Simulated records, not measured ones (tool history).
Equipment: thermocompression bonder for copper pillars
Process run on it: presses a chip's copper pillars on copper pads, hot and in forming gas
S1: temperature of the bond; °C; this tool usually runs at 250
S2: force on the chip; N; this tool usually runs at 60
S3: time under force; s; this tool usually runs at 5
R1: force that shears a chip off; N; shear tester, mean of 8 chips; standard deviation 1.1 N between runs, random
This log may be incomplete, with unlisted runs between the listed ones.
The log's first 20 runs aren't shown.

{"run": 21, "hour": 866.1, "S1": 275, "S2": 69, "S3": 3, "R1": 112.4}
{"run": 22, "hour": 916.3, "S1": 227, "S2": 59, "S3": 14, "R1": 100.1}
{"hour": 959.3, "done": "forming gas filter changed"}
{"run": 23, "hour": 959.3, "S1": 247, "S2": 72, "S3": 5, "R1": 116.6}
{"hour": 964.1, "done": "heater calibrated with a thermocouple chip"}
{"run": 24, "hour": 1007.6, "S1": 247, "S2": 72, "S3": 5, "R1": 116.2}
{"run": 25, "hour": 1038.2, "S1": 247, "S2": 72, "S3": 5, "R1": 113.6}
{"run": 26, "hour": 1091.1, "S1": 266, "S2": 73, "S3": 4, "R1": 120.3}
{"run": 27, "hour": 1125.4, "S1": 255, "S2": 60, "S3": 9, "R1": 120.1}
{"run": 28, "hour": 1171.3, "S1": 249, "S2": 60, "S3": 9, "R1": 115.6}
{"hour": 1206.6, "done": "heater calibrated with a thermocouple chip, once more"}
{"run": 29, "hour": 1206.6, "S1": 250, "S2": 48, "S3": 5, "R1": 81.0}
{"run": 30, "hour": 1244.8, "S1": 238, "S2": 76, "S3": 5, "R1": 101.8}
{"run": 31, "hour": 1278.1, "S1": 238, "S2": 76, "S3": 5, "R1": 101.0}
{"hour": 1289.7, "done": "forming gas filter changed"}
{"run": 32, "hour": 1329.8, "S1": 238, "S2": 76, "S3": 5, "R1": 109.6}
{"run": 33, "hour": 1373.5, "S1": 238, "S2": 38, "S3": 5, "R1": 61.4}
{"run": 34, "hour": 1411.2, "S1": 238, "S2": 38, "S3": 5, "R1": 60.9}
{"run": 35, "hour": 1440.0, "S1": 250, "S2": 56, "S3": 5, "R1": 95.4}
{"run": 36, "hour": 1469.9, "S1": 263, "S2": 80, "S3": 3, "R1": 115.4}
{"run": 37, "hour": 1523.8, "S1": 253, "S2": 80, "S3": 3, "R1": 108.4}

The next listed run, before its measurement:
{"run": 38, "hour": 1581.0, "S1": 258, "S2": 71, "S3": 6, "R1": "?"}

For run 38 the tool returned R1 115.5 N.
Take away the tool's hidden state, keep the run-to-run variation as it was, and the same run would have given R1 121.7 N.

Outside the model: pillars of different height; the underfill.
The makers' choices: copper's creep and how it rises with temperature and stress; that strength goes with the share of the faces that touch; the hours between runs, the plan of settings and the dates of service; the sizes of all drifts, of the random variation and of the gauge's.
